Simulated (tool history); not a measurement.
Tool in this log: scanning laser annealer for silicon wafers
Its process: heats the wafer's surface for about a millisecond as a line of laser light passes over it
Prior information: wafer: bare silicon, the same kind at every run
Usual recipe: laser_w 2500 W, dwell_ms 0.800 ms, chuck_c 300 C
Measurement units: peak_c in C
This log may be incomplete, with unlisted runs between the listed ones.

run	day	laser_w	dwell_ms	chuck_c	peak_c
1	0.000	2500	0.800	300	1072
2	3.375	2500	0.800	300	1063
3	5.562	2500	0.800	284	1050
4	7.492	2500	0.800	284	1049
5	9.525	2500	0.800	309	1074
6	11.738	2500	0.800	317	1078
7	13.512	2685	0.800	300	1127
8	16.083	2168	0.800	300	943
9	18.442	2168	0.800	320	960
10	21.446	2500	0.800	300	1053
11	24.779	2166	0.800	300	935
12	27.429	2166	0.800	300	933
13	29.738	2166	0.800	300	931
14	33.146	2166	0.800	300	928
15	34.708	2166	0.800	300	928
16	37.779	2166	0.800	300	923
17	40.371	2500	0.870	300	1075
18	43.642	2500	0.800	300	1034
# day 47.121: window over the wafer cleaned
19	47.121	2500	0.800	326	1081
20	50.233	2500	0.804	300	1052
21	52.000	2218	0.985	300	1039
22	54.150	2550	0.902	305	1128
# day 55.633: optics aligned, line set to its width
23	55.912	2213	0.718	282	911
24	59.129	2314	0.800	300	1000
25	61.875	2554	0.797	300	1080
26	64.754	2554	0.797	300	1080
27	66.379	2286	0.978	300	1068
28	68.417	2283	0.978	334	1097
29	70.958	2283	0.978	334	1094
30	74.021	2147	0.778	330	951
31	77.596	2322	0.884	330	1061
32	80.371	2125	0.800	324	940
33	81.975	2373	0.800	267	967
34	84.988	2551	0.933	300	1132
35	86.450	2627	0.694	315	1044
36	89.771	2358	0.800	263	957
37	91.708	2358	0.800	263	955
38	93.833	2461	0.600	278	893
# day 94.646: window over the wafer cleaned
39	97.288	2461	0.600	278	909

Run 40, settings as shown, results not yet in. Your forecast:
40	99.533	2590	0.998	287	?

{"run 40": {"peak_c": 1183}}
If the tool had no hidden condition, the same run with the same run-to-run variation would have returned peak_c 1211 C.
